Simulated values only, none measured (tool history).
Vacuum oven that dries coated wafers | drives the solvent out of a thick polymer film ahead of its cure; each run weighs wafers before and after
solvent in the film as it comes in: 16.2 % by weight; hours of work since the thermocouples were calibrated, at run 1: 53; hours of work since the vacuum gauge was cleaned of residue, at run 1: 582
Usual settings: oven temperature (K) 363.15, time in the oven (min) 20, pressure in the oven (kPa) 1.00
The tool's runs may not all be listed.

run,hour,oven temperature (K),time in the oven (min),pressure in the oven (kPa),hours of work since the thermocouples were calibrated,hours of work since the vacuum gauge was cleaned of residue,solvent left in the film (%)
1,0.0,363.15,20,1.00,53,582,3.03
2,43.2,363.15,20,1.00,71,600,3.20
3,118.6,363.15,20,1.00,102,631,3.21
4,187.5,363.15,20,1.17,131,660,3.20
5,249.6,363.15,20,1.18,156,685,3.26
6,325.4,363.15,20,1.00,188,717,3.10
7,401.1,363.15,20,1.76,219,748,3.61
8,474.6,363.15,20,1.76,249,778,3.58
9,563.0,363.15,20,1.76,286,815,3.67
10,610.8,363.15,20,1.76,306,835,3.59
11,692.6,363.15,20,1.76,340,869,3.61
12,786.4,363.15,20,1.76,378,907,3.66
13,871.4,363.15,20,1.00,414,943,3.20
# hour 880.9: vacuum gauge cleaned of residue and calibrated
14,952.5,370.15,20,1.00,446,30,1.87
15,1015.5,363.15,11,2.73,472,56,6.77
16,1108.5,358.15,21,1.47,511,94,4.79
# hour 1177.1: vacuum gauge cleaned of residue and calibrated, once more
17,1199.1,357.15,31,1.47,548,9,3.22
18,1272.7,351.15,22,2.53,578,40,7.25
19,1320.2,372.15,16,1.32,598,59,2.13
20,1407.4,372.15,16,1.32,634,95,2.21
21,1467.2,369.15,19,0.56,659,120,1.86
22,1509.2,369.15,19,0.56,676,137,1.85
23,1561.8,369.15,19,0.56,698,159,1.84
24,1635.6,369.15,19,0.56,728,190,1.84
25,1674.1,363.15,20,0.58,744,206,2.88
26,1767.8,363.15,13,2.87,783,244,5.98

Measured less the same run without the tool's hidden state. The same run-to-run variation is in both; the gauge's scatter may not be:
The hidden state here: true wafer temperature over the reading, C; true pressure over the reading, kPa; drift of the gauge itself on solvent_pct, %.
run,solvent left in the film (%)
1,+0.06
2,+0.07
3,+0.08
4,+0.09
5,+0.10
6,+0.11
7,+0.12
8,+0.12
9,+0.14
10,+0.14
11,+0.15
12,+0.16
13,+0.18
14,+0.19
15,+0.21
16,+0.29
17,+0.05
18,+0.07
19,+0.05
20,+0.05
21,+0.06
22,+0.07
23,+0.07
24,+0.08
25,+0.10
26,+0.13
